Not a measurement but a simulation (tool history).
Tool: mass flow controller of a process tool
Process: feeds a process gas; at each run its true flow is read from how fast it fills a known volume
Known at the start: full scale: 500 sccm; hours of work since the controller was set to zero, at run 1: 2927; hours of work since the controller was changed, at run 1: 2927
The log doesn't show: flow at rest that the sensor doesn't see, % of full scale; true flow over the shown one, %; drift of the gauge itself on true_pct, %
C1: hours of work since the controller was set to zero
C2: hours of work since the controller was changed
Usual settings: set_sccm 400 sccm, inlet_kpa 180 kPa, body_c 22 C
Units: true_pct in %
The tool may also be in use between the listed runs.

{"run": 1, "hour": 0.0, "set_sccm": 400, "inlet_kpa": 180, "body_c": 22, "C1": 2927, "C2": 2927, "true_pct": 99.82}
{"run": 2, "hour": 280.3, "set_sccm": 400, "inlet_kpa": 180, "body_c": 22, "C1": 3026, "C2": 3026, "true_pct": 99.9}
{"run": 3, "hour": 512.7, "set_sccm": 400, "inlet_kpa": 180, "body_c": 22, "C1": 3107, "C2": 3107, "true_pct": 99.66}
{"run": 4, "hour": 842.8, "set_sccm": 400, "inlet_kpa": 155, "body_c": 22, "C1": 3224, "C2": 3224, "true_pct": 99.66}
{"run": 5, "hour": 1012.7, "set_sccm": 400, "inlet_kpa": 164, "body_c": 22, "C1": 3283, "C2": 3283, "true_pct": 99.72}
{"run": 6, "hour": 1180.0, "set_sccm": 400, "inlet_kpa": 164, "body_c": 22, "C1": 3342, "C2": 3342, "true_pct": 99.84}
{"run": 7, "hour": 1440.9, "set_sccm": 400, "inlet_kpa": 164, "body_c": 22, "C1": 3434, "C2": 3434, "true_pct": 99.76}
{"run": 8, "hour": 1731.0, "set_sccm": 400, "inlet_kpa": 164, "body_c": 22, "C1": 3536, "C2": 3536, "true_pct": 99.72}
{"run": 9, "hour": 1904.7, "set_sccm": 292, "inlet_kpa": 180, "body_c": 22, "C1": 3597, "C2": 3597, "true_pct": 99.37}
{"run": 10, "hour": 2200.1, "set_sccm": 292, "inlet_kpa": 180, "body_c": 22, "C1": 3701, "C2": 3701, "true_pct": 99.66}
{"run": 11, "hour": 2384.0, "set_sccm": 400, "inlet_kpa": 155, "body_c": 22, "C1": 3765, "C2": 3765, "true_pct": 99.71}
{"run": 12, "hour": 2602.3, "set_sccm": 400, "inlet_kpa": 155, "body_c": 22, "C1": 3842, "C2": 3842, "true_pct": 99.86}
{"run": 13, "hour": 2858.4, "set_sccm": 229, "inlet_kpa": 180, "body_c": 22, "C1": 3932, "C2": 3932, "true_pct": 99.27}
{"run": 14, "hour": 3074.6, "set_sccm": 229, "inlet_kpa": 180, "body_c": 22, "C1": 4008, "C2": 4008, "true_pct": 99.26}
{"run": 15, "hour": 3372.7, "set_sccm": 229, "inlet_kpa": 180, "body_c": 22, "C1": 4113, "C2": 4113, "true_pct": 99.2}
{"run": 16, "hour": 3656.0, "set_sccm": 400, "inlet_kpa": 180, "body_c": 22, "C1": 4213, "C2": 4213, "true_pct": 100.05}
{"hour": 3688.6, "done": "controller's zero set anew"}
{"run": 17, "hour": 4009.9, "set_sccm": 400, "inlet_kpa": 180, "body_c": 22, "C1": 113, "C2": 4337, "true_pct": 100}
{"run": 18, "hour": 4185.4, "set_sccm": 64, "inlet_kpa": 180, "body_c": 22, "C1": 175, "C2": 4399, "true_pct": 99.99}
{"run": 19, "hour": 4509.9, "set_sccm": 64, "inlet_kpa": 180, "body_c": 22, "C1": 289, "C2": 4513, "true_pct": 99.98}
{"run": 20, "hour": 4867.9, "set_sccm": 64, "inlet_kpa": 180, "body_c": 36, "C1": 415, "C2": 4639, "true_pct": 99.11}
{"hour": 4902.1, "done": "controller's zero set anew, once more"}
{"run": 21, "hour": 5229.3, "set_sccm": 64, "inlet_kpa": 180, "body_c": 36, "C1": 115, "C2": 4765, "true_pct": 97.59}
{"run": 22, "hour": 5385.9, "set_sccm": 400, "inlet_kpa": 146, "body_c": 22, "C1": 170, "C2": 4821, "true_pct": 99.6}
{"run": 23, "hour": 5632.8, "set_sccm": 400, "inlet_kpa": 146, "body_c": 22, "C1": 257, "C2": 4907, "true_pct": 99.59}
{"run": 24, "hour": 5866.9, "set_sccm": 163, "inlet_kpa": 180, "body_c": 24, "C1": 339, "C2": 4990, "true_pct": 98.67}
{"run": 25, "hour": 6214.8, "set_sccm": 55, "inlet_kpa": 189, "body_c": 32, "C1": 462, "C2": 5112, "true_pct": 98.04}
{"run": 26, "hour": 6526.5, "set_sccm": 55, "inlet_kpa": 189, "body_c": 32, "C1": 571, "C2": 5222, "true_pct": 97.98}
{"run": 27, "hour": 6741.9, "set_sccm": 55, "inlet_kpa": 189, "body_c": 32, "C1": 647, "C2": 5297, "true_pct": 98.14}
{"run": 28, "hour": 7001.1, "set_sccm": 55, "inlet_kpa": 189, "body_c": 32, "C1": 738, "C2": 5388, "true_pct": 98.01}
{"run": 29, "hour": 7233.3, "set_sccm": 55, "inlet_kpa": 189, "body_c": 32, "C1": 820, "C2": 5470, "true_pct": 98.19}
{"run": 30, "hour": 7390.2, "set_sccm": 464, "inlet_kpa": 173, "body_c": 33, "C1": 875, "C2": 5525, "true_pct": 99.56}
{"run": 31, "hour": 7750.3, "set_sccm": 64, "inlet_kpa": 277, "body_c": 22, "C1": 1001, "C2": 5652, "true_pct": 99.64}
{"run": 32, "hour": 8088.8, "set_sccm": 64, "inlet_kpa": 277, "body_c": 22, "C1": 1120, "C2": 5771, "true_pct": 99.58}
{"run": 33, "hour": 8408.4, "set_sccm": 74, "inlet_kpa": 155, "body_c": 23, "C1": 1233, "C2": 5883, "true_pct": 98.55}
{"run": 34, "hour": 8666.4, "set_sccm": 278, "inlet_kpa": 181, "body_c": 31, "C1": 1324, "C2": 5974, "true_pct": 98.95}
{"run": 35, "hour": 8974.5, "set_sccm": 278, "inlet_kpa": 257, "body_c": 31, "C1": 1432, "C2": 6082, "true_pct": 99.57}
{"run": 36, "hour": 9242.4, "set_sccm": 294, "inlet_kpa": 175, "body_c": 34, "C1": 1526, "C2": 6176, "true_pct": 98.81}
{"run": 37, "hour": 9515.7, "set_sccm": 400, "inlet_kpa": 144, "body_c": 34, "C1": 1622, "C2": 6273, "true_pct": 99.13}
{"run": 38, "hour": 9826.7, "set_sccm": 400, "inlet_kpa": 144, "body_c": 34, "C1": 1731, "C2": 6382, "true_pct": 98.98}
{"run": 39, "hour": 9982.4, "set_sccm": 400, "inlet_kpa": 144, "body_c": 34, "C1": 1786, "C2": 6437, "true_pct": 99.07}
{"run": 40, "hour": 10324.3, "set_sccm": 128, "inlet_kpa": 209, "body_c": 37, "C1": 1906, "C2": 6557, "true_pct": 98.28}
{"run": 41, "hour": 10601.2, "set_sccm": 389, "inlet_kpa": 177, "body_c": 22, "C1": 2004, "C2": 6654, "true_pct": 100.06}
{"run": 42, "hour": 10909.9, "set_sccm": 389, "inlet_kpa": 271, "body_c": 25, "C1": 2112, "C2": 6763, "true_pct": 100.54}
{"run": 43, "hour": 11097.0, "set_sccm": 71, "inlet_kpa": 200, "body_c": 23, "C1": 2178, "C2": 6829, "true_pct": 99.19}
{"run": 44, "hour": 11405.9, "set_sccm": 71, "inlet_kpa": 217, "body_c": 33, "C1": 2287, "C2": 6937, "true_pct": 98.85}
{"run": 45, "hour": 11603.3, "set_sccm": 494, "inlet_kpa": 240, "body_c": 22, "C1": 2356, "C2": 7007, "true_pct": 101.16}
{"run": 46, "hour": 11776.6, "set_sccm": 373, "inlet_kpa": 195, "body_c": 24, "C1": 2417, "C2": 7067, "true_pct": 99.98}

Forecast each of these 5 alternatives for the next run:
{"run": "A", "hour": 12087.0, "set_sccm": 388, "inlet_kpa": 180, "body_c": 22, "C1": 2526, "C2": 7177, "true_pct": "?"}
{"run": "B", "hour": 12087.0, "set_sccm": 327, "inlet_kpa": 255, "body_c": 22, "C1": 2526, "C2": 7177, "true_pct": "?"}
{"run": "C", "hour": 12087.0, "set_sccm": 400, "inlet_kpa": 224, "body_c": 22, "C1": 2526, "C2": 7177, "true_pct": "?"}
{"run": "D", "hour": 12087.0, "set_sccm": 400, "inlet_kpa": 211, "body_c": 37, "C1": 2526, "C2": 7177, "true_pct": "?"}
{"run": "E", "hour": 12087.0, "set_sccm": 83, "inlet_kpa": 264, "body_c": 21, "C1": 2526, "C2": 7177, "true_pct": "?"}

run=A true_pct=100.18
run=B true_pct=100.35
run=C true_pct=100.58
run=D true_pct=99.48
run=E true_pct=99.99
Without the tool's hidden state the same runs would have given:
run=A true_pct=99.53
run=B true_pct=99.68
run=C true_pct=99.94
run=D true_pct=98.84
run=E true_pct=98.82
